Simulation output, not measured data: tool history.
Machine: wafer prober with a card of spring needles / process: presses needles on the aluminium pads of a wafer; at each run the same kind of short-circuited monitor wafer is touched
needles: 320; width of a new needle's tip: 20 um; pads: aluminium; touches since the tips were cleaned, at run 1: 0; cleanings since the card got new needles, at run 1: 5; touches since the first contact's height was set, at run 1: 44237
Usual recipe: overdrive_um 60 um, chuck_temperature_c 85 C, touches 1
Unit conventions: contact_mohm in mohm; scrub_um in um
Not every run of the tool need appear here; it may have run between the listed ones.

run  hour  overdrive_um  chuck_temperature_c  touches  touches since the tips were cleaned  cleanings since the card got new needles  touches since the first contact's height was set  contact_mohm  scrub_um
  1   0.0            60                   85        1                                    0                                         5                                             44237           280      8.47
  2   8.1            60                   85        1                                 2611                                         5                                             46848           281      8.48
  3  12.6            60                   85        1                                 4029                                         5                                             48266           280      8.50
  4  18.5            60                   85        1                                 5946                                         5                                             50183           278      8.48
     24.2  -- tips cleaned on abrasive film
  5  24.5            60                   85        1                                   73                                         6                                             52056           281      8.49
  6  29.1            61                   85        1                                 1549                                         6                                             53532           281      8.63
  7  36.6            61                   85        1                                 3956                                         6                                             55939           279      8.63
  8  43.2            73                   85        1                                 6069                                         6                                             58052           281     10.31
     48.8  -- tips cleaned on abrasive film
  9  49.5            73                   85        2                                  239                                         7                                             60059           276     10.34
 10  54.9            60                   85        1                                 1955                                         7                                             61775           280      8.48
 11  63.9            60                   85        1                                 4862                                         7                                             64682           278      8.49
     73.2  -- tips cleaned on abrasive film
 12  73.2            60                   85        1                                    0                                         8                                             67637           275      8.48
 13  77.6            60                   85        1                                 1407                                         8                                             69044           283      8.49
 14  83.7            60                   85        1                                 3352                                         8                                             70989           282      8.48
 15  92.2            60                   85        1                                 6066                                         8                                             73703           285      8.46

Predict the results of run 16:
 16  96.1            44                   85        2                                 7342                                         8                                             74979             ?         ?

{"run 16": {"contact_mohm": 289, "scrub_um": 6.22}}
Take away the tool's hidden state, keep the run-to-run variation as it was, and the same run would have given contact_mohm 288 mohm, scrub_um 6.22 um.

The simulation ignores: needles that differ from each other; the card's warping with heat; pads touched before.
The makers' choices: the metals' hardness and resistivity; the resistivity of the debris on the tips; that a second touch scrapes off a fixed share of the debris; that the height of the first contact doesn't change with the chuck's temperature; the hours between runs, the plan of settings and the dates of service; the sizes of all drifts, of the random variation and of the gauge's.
